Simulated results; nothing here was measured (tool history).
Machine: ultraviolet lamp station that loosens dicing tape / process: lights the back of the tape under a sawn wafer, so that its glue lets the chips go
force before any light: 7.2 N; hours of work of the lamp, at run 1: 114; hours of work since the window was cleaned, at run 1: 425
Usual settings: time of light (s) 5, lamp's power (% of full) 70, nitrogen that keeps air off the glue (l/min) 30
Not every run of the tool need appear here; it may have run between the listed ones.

run	hour	time of light (s)	lamp's power (% of full)	nitrogen that keeps air off the glue (l/min)	hours of work of the lamp	hours of work since the window was cleaned	force that peels the tape off (N)	light that reached the tape (J/m2)
1	0.0	5	70	30	114	425	0.755	4760
2	9.5	5	70	30	122	432	0.742	4790
3	14.6	5	70	30	125	436	0.766	4780
4	21.2	6	70	30	130	440	0.509	5740
5	28.0	5	97	30	135	445	0.371	6710
6	33.7	5	97	30	140	450	0.336	6590
7	40.6	5	70	30	145	455	0.777	4810
8	49.7	5	70	30	151	462	0.781	4750
9	56.2	5	70	30	156	466	0.756	4790
10	61.8	5	70	30	160	471	0.773	4840
11	70.4	5	70	30	167	477	0.789	4820
12	78.6	5	70	37	173	483	0.656	4810
13	83.8	5	70	37	177	487	0.692	4800
14	88.3	5	70	11	180	490	1.498	4810
15	94.6	5	70	40	185	495	0.620	4800
16	101.8	5	60	40	190	500	0.880	4100
17	106.2	5	60	40	193	504	0.887	4130
18	112.9	5	60	40	198	509	0.899	4110
19	118.0	5	60	40	202	512	0.887	4180
20	125.0	5	60	40	207	518	0.887	4070
21	129.3	5	60	40	211	521	0.841	4160
22	138.8	5	60	40	218	528	0.888	4180
23	144.7	5	74	30	222	532	0.692	5090
24	152.7	5	74	30	228	538	0.685	5100
25	160.9	5	74	30	234	544	0.701	5090
26	169.0	5	65	30	240	550	0.892	4420
27	175.2	4	65	37	245	555	1.196	3600
# hour 178.9: window cleaned of glue's vapour
28	185.0	3	65	11	252	5	2.913	2650
29	194.6	3	65	32	259	12	1.971	2670
30	200.8	3	71	10	263	16	2.802	2930
31	210.2	7	71	13	270	23	0.712	6850
32	218.3	7	71	43	276	29	0.261	6900
33	226.5	5	90	14	283	35	0.807	6180
34	232.2	5	90	14	287	40	0.777	6200
35	238.6	3	78	27	292	44	1.638	3200
36	244.3	2	95	42	296	49	1.787	2600
37	252.2	2	95	42	302	54	1.874	2600
38	256.3	5	87	47	305	58	0.332	5970
39	265.0	5	86	23	311	64	0.611	5840
40	271.2	9	96	30	316	69	0.106	11970
41	276.5	9	96	30	320	73	0.106	11900
42	285.2	9	96	30	326	79	0.107	11930
43	289.9	2	70	50	330	83	2.513	1900

Entry by entry between the runs, the difference in hidden state between the last listed run before and the first listed run after:
After run 27, before run 28: window cleaned of glue's vapour (hour 178.9)
  light that the window lets through, % of a clean one's: 99.8 -> 100

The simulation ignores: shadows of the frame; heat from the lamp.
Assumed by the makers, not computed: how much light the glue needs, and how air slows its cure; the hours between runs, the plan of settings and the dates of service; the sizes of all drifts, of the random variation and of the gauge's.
